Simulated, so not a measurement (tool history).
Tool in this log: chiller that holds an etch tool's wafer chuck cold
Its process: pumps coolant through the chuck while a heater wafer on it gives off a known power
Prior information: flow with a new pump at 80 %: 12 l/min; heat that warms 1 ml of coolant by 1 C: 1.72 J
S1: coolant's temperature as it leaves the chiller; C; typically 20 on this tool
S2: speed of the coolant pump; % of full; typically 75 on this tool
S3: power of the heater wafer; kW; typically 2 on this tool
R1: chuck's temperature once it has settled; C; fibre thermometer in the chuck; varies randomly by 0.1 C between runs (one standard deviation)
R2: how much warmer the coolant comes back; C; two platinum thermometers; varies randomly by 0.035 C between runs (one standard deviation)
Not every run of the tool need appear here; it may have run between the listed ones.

Run 1, hour 0: usual settings. Result: R1 39.3 C, R2 6.21 C.
Run 2, hour 55.6: usual settings but S1 13 C. Result: R1 32.3 C, R2 6.25 C.
Run 3, hour 88.9: usual settings but S1 13 C. Result: R1 32.5 C, R2 6.24 C.
Run 4, hour 128.3: usual settings. Result: R1 39.5 C, R2 6.16 C.
Run 5, hour 162: usual settings. Result: R1 39.3 C, R2 6.23 C.
Run 6, hour 202.8: usual settings but S2 76 % of full. Result: R1 39.2 C, R2 6.16 C.
Run 7, hour 250.4: usual settings but S2 76 % of full. Result: R1 39.3 C, R2 6.21 C.
Run 8, hour 301: usual settings but S2 76 % of full. Result: R1 39.1 C, R2 6.26 C.
Run 9, hour 344.1: usual settings but S2 76 % of full. Result: R1 39.1 C, R2 6.2 C.
Run 10, hour 378: usual settings but S2 76 % of full. Result: R1 39.2 C, R2 6.22 C.
Run 11, hour 408.8: usual settings but S2 76 % of full. Result: R1 39.3 C, R2 6.25 C.
Run 12, hour 446.6: usual settings but S2 65 % of full. Result: R1 41.7 C, R2 7.34 C.
Run 13, hour 477.9: usual settings but S2 65 % of full. Result: R1 41.5 C, R2 7.31 C.
Run 14, hour 516.9: usual settings but S2 92 % of full. Result: R1 36.4 C, R2 5.21 C.
Run 15, hour 561.7: usual settings but S2 91 % of full. Result: R1 36.6 C, R2 5.31 C.
Run 16, hour 604: usual settings but S2 91 % of full. Result: R1 36.7 C, R2 5.31 C.
Run 17, hour 637.4: usual settings but S1 10 C, S2 83 % of full, S3 1.83 kW. Result: R1 26.4 C, R2 5.31 C.
Run 18, hour 677.3: usual settings but S1 10 C, S2 83 % of full, S3 1.83 kW. Result: R1 26.6 C, R2 5.37 C.
Run 19, hour 705.2: usual settings but S1 10 C, S2 83 % of full, S3 1.83 kW. Result: R1 26.3 C, R2 5.28 C.
Run 20, hour 750: usual settings but S1 10 C, S2 83 % of full, S3 1.83 kW. Result: R1 26.5 C, R2 5.39 C.
Run 21, hour 777.3: usual settings but S1 10 C, S2 83 % of full, S3 1.83 kW. Result: R1 26.4 C, R2 5.34 C.
Run 22, hour 807.3: usual settings but S1 13 C, S2 68 % of full, S3 1.874 kW. Result: R1 32.6 C, R2 6.68 C.
Run 23, hour 834.7: usual settings but S1 28 C, S2 82 % of full, S3 1.853 kW. Result: R1 44.8 C, R2 5.56 C.
Run 24, hour 889.8: usual settings but S1 23 C, S2 96 % of full, S3 2.262 kW. Result: R1 41.2 C, R2 5.79 C.
Run 25, hour 927.2: usual settings but S2 77 % of full. Result: R1 39 C, R2 6.3 C.
Run 26, hour 977.8: usual settings but S1 19 C, S2 67 % of full. Result: R1 40.2 C, R2 7.24 C.
Run 27, hour 1005.6: usual settings but S1 21 C, S2 67 % of full. Result: R1 42.3 C, R2 7.29 C.

Alternative continuations, all from the tool just after run 27; predict every row:
Run A, hour 1045.5: usual settings but S1 21 C, S2 64 % of full, S3 2.119 kW. Result: R1 ?, R2 ?.
Run B, hour 1045.5: usual settings but S2 60 % of full. Result: R1 ?, R2 ?.
Run C, hour 1045.5: usual settings but S1 23 C, S2 78 % of full. Result: R1 ?, R2 ?.
Run D, hour 1045.5: usual settings but S3 1.25 kW. Result: R1 ?, R2 ?.
Run E, hour 1045.5: usual settings but S1 21 C, S2 67 % of full, S3 1.624 kW. Result: R1 ?, R2 ?.

run    R1    R2
  A  44.1  8.12
  B  43.1  8.02
  C  41.7  6.33
  D  32.2  4.22
  E  38.1  6.02
What these runs would have given with no unlogged condition in the tool:
run    R1    R2
  A  44.1  7.78
  B  43.1  7.69
  C  41.7     6
  D  32.1  3.89
  E  38.1  5.69
